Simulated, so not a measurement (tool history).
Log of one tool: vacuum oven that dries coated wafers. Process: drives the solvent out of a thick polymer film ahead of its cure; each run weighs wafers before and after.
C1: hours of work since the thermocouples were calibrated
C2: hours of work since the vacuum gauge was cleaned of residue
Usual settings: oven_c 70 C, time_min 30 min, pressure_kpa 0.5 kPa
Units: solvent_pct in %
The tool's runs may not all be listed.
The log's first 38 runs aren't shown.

run 39 day=21.154 | oven_c=70 time_min=28 pressure_kpa=1.956 | C1=166 C2=758 | solvent_pct=3.73
run 40 day=21.504 | oven_c=68 time_min=30 pressure_kpa=1.053 | C1=172 C2=765 | solvent_pct=3.77
run 41 day=22.229 | oven_c=55 time_min=49 pressure_kpa=0.807 | C1=185 C2=778 | solvent_pct=7.34
run 42 day=22.917 | oven_c=73 time_min=49 pressure_kpa=0.394 | C1=197 C2=790 | solvent_pct=0.42
run 43 day=23.346 | oven_c=79 time_min=30 pressure_kpa=0.585 | C1=205 C2=797 | solvent_pct=0.63
run 44 day=24.054 | oven_c=84 time_min=30 pressure_kpa=0.904 | C1=217 C2=810 | solvent_pct=0.42
run 45 day=24.717 | oven_c=84 time_min=30 pressure_kpa=0.904 | C1=229 C2=822 | solvent_pct=0.43
run 46 day=25.396 | oven_c=70 time_min=30 pressure_kpa=0.338 | C1=241 C2=834 | solvent_pct=2.66

5 ways to go on from here, each from the tool as it stands after run 46. What would each give?
run A day=25.796 | oven_c=66 time_min=15 pressure_kpa=0.987 | C1=248 C2=841 | solvent_pct=?
run B day=25.796 | oven_c=74 time_min=30 pressure_kpa=0.338 | C1=248 C2=841 | solvent_pct=?
run C day=25.796 | oven_c=56 time_min=27 pressure_kpa=0.544 | C1=248 C2=841 | solvent_pct=?
run D day=25.796 | oven_c=67 time_min=50 pressure_kpa=0.5 | C1=248 C2=841 | solvent_pct=?
run E day=25.796 | oven_c=67 time_min=18 pressure_kpa=0.5 | C1=248 C2=841 | solvent_pct=?

run=A solvent_pct=8.89
run=B solvent_pct=1.3
run=C solvent_pct=10.02
run=D solvent_pct=1.71
run=E solvent_pct=7.14
Without the tool's hidden state the same runs would have given:
run=A solvent_pct=8.73
run=B solvent_pct=1.19
run=C solvent_pct=9.84
run=D solvent_pct=1.58
run=E solvent_pct=6.97

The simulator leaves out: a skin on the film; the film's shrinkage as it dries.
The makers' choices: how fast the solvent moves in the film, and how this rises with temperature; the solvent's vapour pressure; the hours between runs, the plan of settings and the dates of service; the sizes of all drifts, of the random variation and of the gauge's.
